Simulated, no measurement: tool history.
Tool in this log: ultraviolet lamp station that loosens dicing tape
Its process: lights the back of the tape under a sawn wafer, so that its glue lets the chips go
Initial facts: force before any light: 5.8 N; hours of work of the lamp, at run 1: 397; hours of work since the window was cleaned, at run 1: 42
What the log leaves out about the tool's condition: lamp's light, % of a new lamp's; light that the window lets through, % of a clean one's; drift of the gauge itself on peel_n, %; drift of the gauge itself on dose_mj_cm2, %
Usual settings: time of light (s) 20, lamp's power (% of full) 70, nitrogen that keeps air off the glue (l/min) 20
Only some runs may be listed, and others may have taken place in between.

run	day	time of light (s)	lamp's power (% of full)	nitrogen that keeps air off the glue (l/min)	hours of work of the lamp	hours of work since the window was cleaned	force that peels the tape off (N)	light that reached the tape (mJ/cm²)
1	0.000	20	70	20	397	42	0.406	456
2	0.658	20	70	20	409	55	0.407	452
3	1.333	20	70	20	422	68	0.410	456
4	1.779	20	70	20	430	76	0.407	454
5	2.421	20	70	20	442	88	0.413	453
6	2.962	20	70	20	453	98	0.413	451
7	3.604	20	70	15	465	110	0.475	455
8	4.021	20	70	12	473	118	0.524	448
9	4.575	18	70	12	483	129	0.663	410
10	4.950	20	70	16	490	136	0.447	458
11	5.521	20	85	20	501	147	0.301	554
12	6.129	20	85	20	512	158	0.298	551
13	6.683	10	60	19	523	169	1.654	195
14	7.175	31	73	24	532	178	0.212	728
15	7.662	34	73	20	541	187	0.193	808
16	8.138	28	93	14	550	196	0.205	846
17	8.704	20	94	23	561	207	0.251	606
18	9.204	20	94	23	571	216	0.236	608
19	9.588	20	94	23	578	223	0.244	613
20	10.154	29	95	11	588	234	0.209	892
21	10.696	36	95	24	599	244	0.173	1114
22	11.121	33	63	18	607	252	0.231	669
23	11.642	20	72	19	617	262	0.396	474
24	12.017	11	89	9	624	269	1.084	319

3 options for the next run, each taken on its own from the tool as it stands now. Forecast them:
A	12.438	11	89	23	632	277	?	?
B	12.438	11	62	9	632	277	?	?
C	12.438	11	89	14	632	277	?	?

run	force that peels the tape off (N)	light that reached the tape (mJ/cm²)
A	0.743	314
B	1.816	225
C	0.928	315
The same runs, with their run-to-run variation unchanged, on a tool lacking any hidden condition would have given:
run	force that peels the tape off (N)	light that reached the tape (mJ/cm²)
A	0.741	315
B	1.812	226
C	0.925	316
